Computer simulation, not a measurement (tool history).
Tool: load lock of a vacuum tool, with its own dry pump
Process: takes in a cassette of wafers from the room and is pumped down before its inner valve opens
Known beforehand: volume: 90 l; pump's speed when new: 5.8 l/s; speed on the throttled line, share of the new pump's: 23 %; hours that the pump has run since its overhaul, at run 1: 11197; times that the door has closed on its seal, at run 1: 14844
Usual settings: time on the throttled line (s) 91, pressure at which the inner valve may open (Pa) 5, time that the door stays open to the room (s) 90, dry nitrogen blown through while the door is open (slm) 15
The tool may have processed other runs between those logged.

run,hour,time on the throttled line (s),pressure at which the inner valve may open (Pa),time that the door stays open to the room (s),dry nitrogen blown through while the door is open (slm),hours that the pump has run since its overhaul,times that the door has closed on its seal,"incoming humidity of the room's air, %",time from the closed door until the inner valve may open (s),rise of the pressure with all valves shut (Pa/min)
1,0,91,5,90,15,11197,14844,46.8,242,0.125
2,264.2,91,5,90,15,11461,15125,44.8,246.2,0.128
3,439,91,5,90,15,11636,15312,45.2,241.6,0.134
4,700.3,91,5,90,15,11897,15590,49.2,246,0.139
5,902,91,5,108,15,12099,15805,47.1,245.8,0.14
6,1234.6,91,5,108,15,12431,16159,43.3,247.8,0.137
7,1401.8,91,5,108,15,12598,16337,44.3,243.7,0.139
8,1654.9,91,5,108,15,12851,16606,46.8,248.1,0.153
9,1822.9,91,5,108,15,13020,16785,46.1,247.3,0.159
10,2129.4,91,5,31,15,13326,17112,46.7,247.1,0.148
11,2491.7,91,5,90,15,13688,17498,49.2,249.5,0.159
# hour 2619: dry pump taken out, an overhauled one fitted
12,2726.2,91,5,90,15,107,17741,46,225.8,0.161
13,2967.5,91,5,111,15,348,17998,43.8,224.5,0.169
14,3121.3,62,9,43,10,502,18162,46.7,196.6,0.163
15,3302.7,131,4,51,11,684,18355,45.4,260.7,0.169
16,3588.8,91,5,43,14,970,18659,44.7,226.2,0.166
17,3951.7,109,5,39,15,1333,19046,44.3,240.1,0.169
18,4218.3,48,10,86,15,1599,19330,44.1,183.5,0.18
19,4505.3,178,4,90,7,1886,19635,43.1,298,0.193
20,4733.4,178,4,90,7,2114,19878,44.9,298.8,0.2
21,4941.4,178,4,90,7,2322,20100,44,299.9,0.203
22,5283.8,178,4,90,7,2665,20464,47.5,298.4,0.205
23,5609,116,4,90,7,2990,20811,45.1,251.4,0.206
24,5951.8,94,5,90,15,3333,21176,45.6,235.6,0.206

Alternative continuations, all from the tool just after run 24; predict every row:
A,6112.1,49,5,90,15,3493,21346,47.4,?,?
B,6112.1,152,6,90,30,3493,21346,50,?,?
C,6112.1,90,5,90,15,3493,21346,48.3,?,?
D,6112.1,47,5,119,5,3493,21346,43.2,?,?
E,6112.1,143,5,90,16,3493,21346,44.8,?,?

run,time from the closed door until the inner valve may open (s),rise of the pressure with all valves shut (Pa/min)
A,199.1,0.205
B,274.7,0.201
C,231.2,0.209
D,196.9,0.228
E,270.4,0.209
Had the tool no hidden state, the same runs would have come out as:
run,time from the closed door until the inner valve may open (s),rise of the pressure with all valves shut (Pa/min)
A,191.2,0.022
B,267.9,0.018
C,223.8,0.024
D,188.8,0.044
E,263.7,0.025
